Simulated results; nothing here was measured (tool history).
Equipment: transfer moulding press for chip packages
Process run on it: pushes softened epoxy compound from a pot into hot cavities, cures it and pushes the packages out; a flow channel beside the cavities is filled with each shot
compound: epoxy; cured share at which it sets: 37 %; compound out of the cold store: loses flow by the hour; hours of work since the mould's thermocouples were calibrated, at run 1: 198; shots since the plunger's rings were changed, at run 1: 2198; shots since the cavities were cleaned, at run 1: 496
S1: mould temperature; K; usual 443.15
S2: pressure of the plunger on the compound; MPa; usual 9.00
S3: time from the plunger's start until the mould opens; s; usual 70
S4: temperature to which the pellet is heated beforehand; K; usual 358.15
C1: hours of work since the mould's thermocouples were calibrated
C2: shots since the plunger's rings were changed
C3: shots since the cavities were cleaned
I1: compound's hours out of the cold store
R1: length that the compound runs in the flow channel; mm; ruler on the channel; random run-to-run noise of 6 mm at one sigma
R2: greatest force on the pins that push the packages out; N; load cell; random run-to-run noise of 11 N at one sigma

| run | hour | S1 | S2 | S3 | S4 | C1 | C2 | C3 | I1 | R1 | R2 |
|---|---|---|---|---|---|---|---|---|---|---|---|
| 1 | 0.0 | 443.15 | 9.00 | 70 | 358.15 | 198 | 2198 | 496 | 38.8 | 638 | 788 |
| 2 | 30.3 | 443.15 | 9.00 | 70 | 358.15 | 218 | 2677 | 975 | 31.3 | 649 | 946 |
|  | 44.5 | cavities cleaned with cleaning compound and waxed |
| 3 | 57.6 | 443.15 | 9.00 | 70 | 358.15 | 236 | 3087 | 208 | 15.8 | 693 | 692 |
| 4 | 103.1 | 443.15 | 9.00 | 70 | 358.15 | 266 | 3807 | 928 | 30.3 | 648 | 956 |
|  | 119.7 | cavities cleaned with cleaning compound and waxed |
| 5 | 163.3 | 443.15 | 9.00 | 70 | 358.15 | 306 | 4738 | 691 | 8.2 | 695 | 943 |
|  | 194.7 | cavities cleaned with cleaning compound and waxed |
| 6 | 195.9 | 443.15 | 9.00 | 70 | 358.15 | 327 | 5231 | 19 | 33.8 | 615 | 553 |
| 7 | 239.4 | 443.15 | 9.00 | 70 | 358.15 | 356 | 5920 | 708 | 15.7 | 642 | 973 |
|  | 272.5 | cavities cleaned with cleaning compound and waxed |
| 8 | 274.8 | 443.15 | 9.00 | 70 | 358.15 | 379 | 6458 | 37 | 25.5 | 617 | 562 |
|  | 282.1 | plunger's sealing rings changed |
| 9 | 313.4 | 443.15 | 9.00 | 70 | 358.15 | 403 | 497 | 608 | 14.9 | 724 | 896 |
| 10 | 338.9 | 443.15 | 9.00 | 70 | 359.15 | 420 | 901 | 1012 | 47.2 | 631 | 934 |
|  | 351.0 | cavities cleaned with cleaning compound and waxed |
| 11 | 372.5 | 443.15 | 9.00 | 72 | 358.15 | 441 | 1410 | 340 | 22.3 | 697 | 768 |
|  | 380.9 | mould's thermocouples calibrated |
| 12 | 409.9 | 443.15 | 9.00 | 70 | 348.15 | 19 | 1971 | 901 | 36.0 | 648 | 981 |
|  | 427.1 | cavities cleaned with cleaning compound and waxed |
| 13 | 465.6 | 443.15 | 9.00 | 70 | 348.15 | 56 | 2830 | 610 | 28.6 | 656 | 905 |
|  | 503.6 | cavities cleaned with cleaning compound and waxed |
| 14 | 519.4 | 443.15 | 9.00 | 70 | 348.15 | 91 | 3659 | 251 | 32.8 | 635 | 739 |
|  | 580.3 | cavities cleaned with cleaning compound and waxed |
| 15 | 580.5 | 443.15 | 10.70 | 70 | 348.15 | 131 | 4603 | 3 | 13.8 | 743 | 555 |
| 16 | 633.6 | 448.15 | 10.70 | 70 | 348.15 | 167 | 5445 | 845 | 42.2 | 641 | 771 |
|  | 653.9 | cavities cleaned with cleaning compound and waxed |
| 17 | 681.1 | 448.15 | 7.86 | 97 | 348.15 | 197 | 6173 | 431 | 33.3 | 551 | 571 |
|  | 708.5 | plunger's sealing rings changed |
|  | 731.6 | cavities cleaned with cleaning compound and waxed |
| 18 | 738.5 | 443.15 | 9.15 | 73 | 358.15 | 233 | 452 | 110 | 40.8 | 660 | 561 |
| 19 | 781.7 | 446.15 | 9.15 | 94 | 358.15 | 262 | 1136 | 794 | 43.5 | 640 | 655 |
|  | 808.0 | cavities cleaned with cleaning compound and waxed |
| 20 | 813.7 | 443.15 | 9.00 | 70 | 360.15 | 283 | 1619 | 90 | 43.8 | 627 | 593 |
| 21 | 871.4 | 443.15 | 9.00 | 70 | 350.15 | 322 | 2533 | 1004 | 39.7 | 636 | 1011 |
|  | 881.5 | cavities cleaned with cleaning compound and waxed |
| 22 | 909.8 | 443.15 | 9.00 | 70 | 350.15 | 346 | 3118 | 448 | 41.2 | 633 | 835 |
| 23 | 939.8 | 443.15 | 9.00 | 70 | 367.15 | 366 | 3594 | 924 | 46.3 | 596 | 939 |
|  | 955.4 | cavities cleaned with cleaning compound and waxed |
| 24 | 996.3 | 443.15 | 9.00 | 70 | 367.15 | 403 | 4466 | 648 | 47.5 | 583 | 873 |
| 25 | 1024.6 | 443.15 | 7.90 | 86 | 359.15 | 422 | 4913 | 1095 | 25.2 | 601 | 755 |
|  | 1029.2 | cavities cleaned with cleaning compound and waxed |
|  | 1062.6 | mould's thermocouples calibrated |
| 26 | 1077.7 | 440.15 | 7.11 | 70 | 358.15 | 10 | 5700 | 737 | 17.5 | 576 | 1106 |

Pick out some run-to-run changes in R1. Of each, how much would a tool without hidden state show as well, from the settings, what came in and chance, and how much is left for the hidden state and any gauge scatter not in both results compared?
The hidden state here: true mould temperature over the reading, C; pressure that reaches the compound, % of what is set; grip of the stained cavities, % over clean ones'; drift of the gauge itself on flow_mm, %; drift of the gauge itself on push_out_n, %.
Run 8 -> 9: plunger's sealing rings changed. R1 +107 mm: hidden state +70, all else +37.
Run 14 -> 15: S2 9.00 -> 10.70, cavities cleaned with cleaning compound and waxed. R1 +108 mm: hidden state -21, all else +129.
Run 17 -> 18: S1 448.15 -> 443.15, S2 7.86 -> 9.15, S3 97 -> 73, S4 348.15 -> 358.15, plunger's sealing rings changed, cavities cleaned with cleaning compound and waxed. R1 +109 mm: hidden state +63, all else +46.

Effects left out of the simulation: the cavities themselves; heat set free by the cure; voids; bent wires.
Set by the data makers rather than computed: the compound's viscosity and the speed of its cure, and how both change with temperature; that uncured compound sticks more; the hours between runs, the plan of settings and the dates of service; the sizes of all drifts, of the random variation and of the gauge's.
